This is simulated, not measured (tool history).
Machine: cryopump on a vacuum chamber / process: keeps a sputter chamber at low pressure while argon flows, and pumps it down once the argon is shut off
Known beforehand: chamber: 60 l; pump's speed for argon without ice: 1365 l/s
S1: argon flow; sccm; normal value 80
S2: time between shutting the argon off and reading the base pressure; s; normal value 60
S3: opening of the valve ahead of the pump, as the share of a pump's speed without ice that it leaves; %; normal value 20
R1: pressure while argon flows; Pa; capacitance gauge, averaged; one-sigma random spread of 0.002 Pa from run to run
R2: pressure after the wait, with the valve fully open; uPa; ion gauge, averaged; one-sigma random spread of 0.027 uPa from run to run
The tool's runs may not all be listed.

run	hour	S1	S2	S3	R1	R2
1	0.0	80	60	20	0.5198	2.49
2	15.7	80	60	20	0.5241	2.46
3	32.6	80	60	20	0.5263	2.48
4	51.8	80	60	20	0.5231	2.53
5	64.7	80	60	20	0.5257	2.54
6	80.2	80	60	20	0.5286	2.51
7	93.0	80	60	20	0.5234	2.54
8	115.5	80	60	20	0.5257	2.49
9	141.6	80	32	20	0.5323	3.45
10	165.2	80	60	20	0.5278	2.55
11	183.6	80	60	37	0.3016	2.60
12	199.0	80	60	37	0.3000	2.61
13	222.4	80	60	37	0.3021	2.57
14	245.2	80	60	37	0.3063	2.59
15	260.4	80	60	37	0.3063	2.71
16	274.0	76	194	33	0.3203	1.89
17	298.3	40	52	36	0.1563	2.89
18	318.4	92	73	30	0.4239	2.46
# hour 332.3: pump warmed up, emptied and cooled again
19	336.6	98	106	53	0.2301	1.81
20	357.5	98	106	30	0.4055	1.80
21	372.5	56	62	55	0.1285	2.25
22	391.8	52	62	55	0.1191	2.27
23	414.6	64	60	27	0.2970	2.32
24	430.7	143	48	27	0.6631	2.58
25	454.5	33	70	25	0.1660	2.19
26	472.2	59	298	50	0.1499	1.51

Predict each of these 4 candidate next runs independently; none follows another, all start after run 26:
A	489.2	56	158	50	?	?
B	489.2	37	24	28	?	?
C	489.2	80	32	20	?	?
D	489.2	55	134	41	?	?

run	R1	R2
A	0.1410	1.71
B	0.1653	3.85
C	0.4998	3.23
D	0.1699	1.76
The same runs, with their run-to-run variation unchanged, on a tool lacking any hidden condition would have given:
run	R1	R2
A	0.1374	0.62
B	0.1629	2.79
C	0.4946	2.15
D	0.1663	0.69
